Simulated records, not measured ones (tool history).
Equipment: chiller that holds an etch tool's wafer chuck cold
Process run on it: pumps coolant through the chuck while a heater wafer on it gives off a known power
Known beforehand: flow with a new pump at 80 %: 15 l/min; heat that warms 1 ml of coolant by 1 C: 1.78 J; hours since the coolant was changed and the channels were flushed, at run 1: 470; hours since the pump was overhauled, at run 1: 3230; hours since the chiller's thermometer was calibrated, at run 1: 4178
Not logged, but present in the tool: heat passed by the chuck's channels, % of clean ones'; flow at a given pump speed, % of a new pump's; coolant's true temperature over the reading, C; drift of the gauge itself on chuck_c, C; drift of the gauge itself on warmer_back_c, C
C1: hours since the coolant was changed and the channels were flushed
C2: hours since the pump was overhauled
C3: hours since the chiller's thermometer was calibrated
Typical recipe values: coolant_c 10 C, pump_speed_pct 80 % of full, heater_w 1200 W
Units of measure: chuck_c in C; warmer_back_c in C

{"run": 1, "day": 0.0, "coolant_c": 10, "pump_speed_pct": 80, "heater_w": 1200, "C1": 470, "C2": 3230, "C3": 4178, "chuck_c": 21.4, "warmer_back_c": 3.08}
{"run": 2, "day": 7.808, "coolant_c": 11, "pump_speed_pct": 80, "heater_w": 1200, "C1": 657, "C2": 3418, "C3": 4365, "chuck_c": 22.8, "warmer_back_c": 3.1}
{"run": 3, "day": 14.704, "coolant_c": 11, "pump_speed_pct": 80, "heater_w": 1200, "C1": 823, "C2": 3583, "C3": 4531, "chuck_c": 22.9, "warmer_back_c": 3.08}
{"run": 4, "day": 23.708, "coolant_c": 10, "pump_speed_pct": 80, "heater_w": 880, "C1": 1039, "C2": 3799, "C3": 4747, "chuck_c": 19.1, "warmer_back_c": 2.29}
{"run": 5, "day": 28.55, "coolant_c": 15, "pump_speed_pct": 80, "heater_w": 1200, "C1": 1155, "C2": 3916, "C3": 4863, "chuck_c": 27.1, "warmer_back_c": 3.18}
{"run": 6, "day": 37.688, "coolant_c": 15, "pump_speed_pct": 80, "heater_w": 1200, "C1": 1375, "C2": 4135, "C3": 5082, "chuck_c": 27.2, "warmer_back_c": 3.15}
{"run": 7, "day": 42.188, "coolant_c": 10, "pump_speed_pct": 80, "heater_w": 1200, "C1": 1483, "C2": 4243, "C3": 5190, "chuck_c": 22.4, "warmer_back_c": 3.24}
{"run": 8, "day": 51.121, "coolant_c": 3, "pump_speed_pct": 80, "heater_w": 1200, "C1": 1697, "C2": 4457, "C3": 5405, "chuck_c": 15.6, "warmer_back_c": 3.23}
{"day": 55.546, "done": "chiller's thermometer calibrated"}
{"run": 9, "day": 56.404, "coolant_c": 3, "pump_speed_pct": 80, "heater_w": 1200, "C1": 1823, "C2": 4583, "C3": 21, "chuck_c": 14.8, "warmer_back_c": 3.31}
{"run": 10, "day": 65.679, "coolant_c": 10, "pump_speed_pct": 80, "heater_w": 1200, "C1": 2045, "C2": 4806, "C3": 243, "chuck_c": 22.0, "warmer_back_c": 3.31}
{"run": 11, "day": 74.129, "coolant_c": 18, "pump_speed_pct": 88, "heater_w": 1200, "C1": 2248, "C2": 5009, "C3": 446, "chuck_c": 29.0, "warmer_back_c": 2.99}
{"run": 12, "day": 81.804, "coolant_c": 18, "pump_speed_pct": 88, "heater_w": 1200, "C1": 2432, "C2": 5193, "C3": 630, "chuck_c": 29.3, "warmer_back_c": 3.0}
{"run": 13, "day": 86.146, "coolant_c": 10, "pump_speed_pct": 94, "heater_w": 673, "C1": 2537, "C2": 5297, "C3": 734, "chuck_c": 16.1, "warmer_back_c": 1.56}
{"run": 14, "day": 91.129, "coolant_c": 5, "pump_speed_pct": 81, "heater_w": 1123, "C1": 2656, "C2": 5417, "C3": 854, "chuck_c": 16.6, "warmer_back_c": 3.17}
{"day": 99.608, "done": "coolant changed, channels flushed"}
{"run": 15, "day": 99.971, "coolant_c": 11, "pump_speed_pct": 71, "heater_w": 704, "C1": 9, "C2": 5623, "C3": 1060, "chuck_c": 19.1, "warmer_back_c": 2.27}
{"run": 16, "day": 109.704, "coolant_c": 18, "pump_speed_pct": 77, "heater_w": 813, "C1": 242, "C2": 5856, "C3": 1294, "chuck_c": 26.7, "warmer_back_c": 2.43}
{"run": 17, "day": 114.996, "coolant_c": 18, "pump_speed_pct": 77, "heater_w": 813, "C1": 369, "C2": 5983, "C3": 1421, "chuck_c": 26.9, "warmer_back_c": 2.51}
{"run": 18, "day": 123.329, "coolant_c": 2, "pump_speed_pct": 83, "heater_w": 1048, "C1": 569, "C2": 6183, "C3": 1621, "chuck_c": 12.6, "warmer_back_c": 2.94}
{"run": 19, "day": 132.7, "coolant_c": 2, "pump_speed_pct": 83, "heater_w": 1048, "C1": 794, "C2": 6408, "C3": 1846, "chuck_c": 12.9, "warmer_back_c": 3.04}
{"day": 141.688, "done": "coolant pump overhauled"}
{"run": 20, "day": 142.162, "coolant_c": 17, "pump_speed_pct": 75, "heater_w": 691, "C1": 1016, "C2": 11, "C3": 2068, "chuck_c": 23.5, "warmer_back_c": 1.67}

Branching from run 20: 3 alternative next runs. What would each branch give?
{"run": "A", "day": 151.208, "coolant_c": 14, "pump_speed_pct": 71, "heater_w": 691, "C1": 1233, "C2": 229, "C3": 2285, "chuck_c": "?", "warmer_back_c": "?"}
{"run": "B", "day": 151.208, "coolant_c": 18, "pump_speed_pct": 61, "heater_w": 957, "C1": 1233, "C2": 229, "C3": 2285, "chuck_c": "?", "warmer_back_c": "?"}
{"run": "C", "day": 151.208, "coolant_c": 10, "pump_speed_pct": 80, "heater_w": 1037, "C1": 1233, "C2": 229, "C3": 2285, "chuck_c": "?", "warmer_back_c": "?"}

run=A chuck_c=20.9 warmer_back_c=1.81
run=B chuck_c=28.8 warmer_back_c=3.02
run=C chuck_c=18.9 warmer_back_c=2.38
Stripped of hidden state, with their random variation kept, the same runs would have yielded:
run=A chuck_c=20.3 warmer_back_c=1.78
run=B chuck_c=27.9 warmer_back_c=2.97
run=C chuck_c=18.2 warmer_back_c=2.35
